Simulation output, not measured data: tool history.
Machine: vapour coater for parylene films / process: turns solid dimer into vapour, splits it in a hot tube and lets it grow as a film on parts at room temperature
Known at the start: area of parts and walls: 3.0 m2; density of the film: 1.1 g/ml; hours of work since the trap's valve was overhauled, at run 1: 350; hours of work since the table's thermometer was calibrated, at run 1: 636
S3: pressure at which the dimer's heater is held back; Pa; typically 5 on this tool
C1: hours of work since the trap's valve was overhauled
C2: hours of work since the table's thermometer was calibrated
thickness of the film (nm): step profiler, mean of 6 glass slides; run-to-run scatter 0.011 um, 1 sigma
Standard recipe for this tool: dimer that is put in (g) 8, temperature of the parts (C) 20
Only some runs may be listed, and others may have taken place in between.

{"run": 1, "hour": 0.0, "dimer that is put in (g)": 8, "temperature of the parts (C)": 20, "S3": 5, "C1": 350, "C2": 636, "thickness of the film (nm)": 1470}
{"run": 2, "hour": 63.9, "dimer that is put in (g)": 8, "temperature of the parts (C)": 20, "S3": 5, "C1": 385, "C2": 670, "thickness of the film (nm)": 1480}
{"run": 3, "hour": 103.5, "dimer that is put in (g)": 8, "temperature of the parts (C)": 20, "S3": 5, "C1": 406, "C2": 691, "thickness of the film (nm)": 1470}
{"run": 4, "hour": 154.4, "dimer that is put in (g)": 8, "temperature of the parts (C)": 20, "S3": 5, "C1": 434, "C2": 719, "thickness of the film (nm)": 1470}
{"hour": 179.7, "done": "trap's valve overhauled"}
{"run": 5, "hour": 200.9, "dimer that is put in (g)": 8, "temperature of the parts (C)": 20, "S3": 5, "C1": 11, "C2": 742, "thickness of the film (nm)": 1480}
{"run": 6, "hour": 257.2, "dimer that is put in (g)": 8, "temperature of the parts (C)": 20, "S3": 3.56, "C1": 42, "C2": 772, "thickness of the film (nm)": 1520}
{"run": 7, "hour": 317.7, "dimer that is put in (g)": 8, "temperature of the parts (C)": 20, "S3": 3.56, "C1": 74, "C2": 805, "thickness of the film (nm)": 1540}
{"run": 8, "hour": 372.8, "dimer that is put in (g)": 8, "temperature of the parts (C)": 20, "S3": 3.56, "C1": 104, "C2": 834, "thickness of the film (nm)": 1530}
{"run": 9, "hour": 445.3, "dimer that is put in (g)": 8, "temperature of the parts (C)": 20, "S3": 3.56, "C1": 143, "C2": 874, "thickness of the film (nm)": 1530}
{"run": 10, "hour": 486.4, "dimer that is put in (g)": 8, "temperature of the parts (C)": 20, "S3": 3.1, "C1": 165, "C2": 896, "thickness of the film (nm)": 1550}
{"run": 11, "hour": 532.1, "dimer that is put in (g)": 12, "temperature of the parts (C)": 20, "S3": 2.02, "C1": 190, "C2": 920, "thickness of the film (nm)": 2430}
{"run": 12, "hour": 576.8, "dimer that is put in (g)": 12, "temperature of the parts (C)": 20, "S3": 2.02, "C1": 214, "C2": 945, "thickness of the film (nm)": 2420}
{"run": 13, "hour": 654.8, "dimer that is put in (g)": 14, "temperature of the parts (C)": 32, "S3": 4.01, "C1": 256, "C2": 987, "thickness of the film (nm)": 1590}

What differs in the tool's unlogged condition from the final listed run ahead of each entry between runs to the first listed run following it?
Logged between run 4 and run 5: trap's valve overhauled (hour 179.7)
  vapour lost through the trap's worn valve, %: 0.2 -> 0
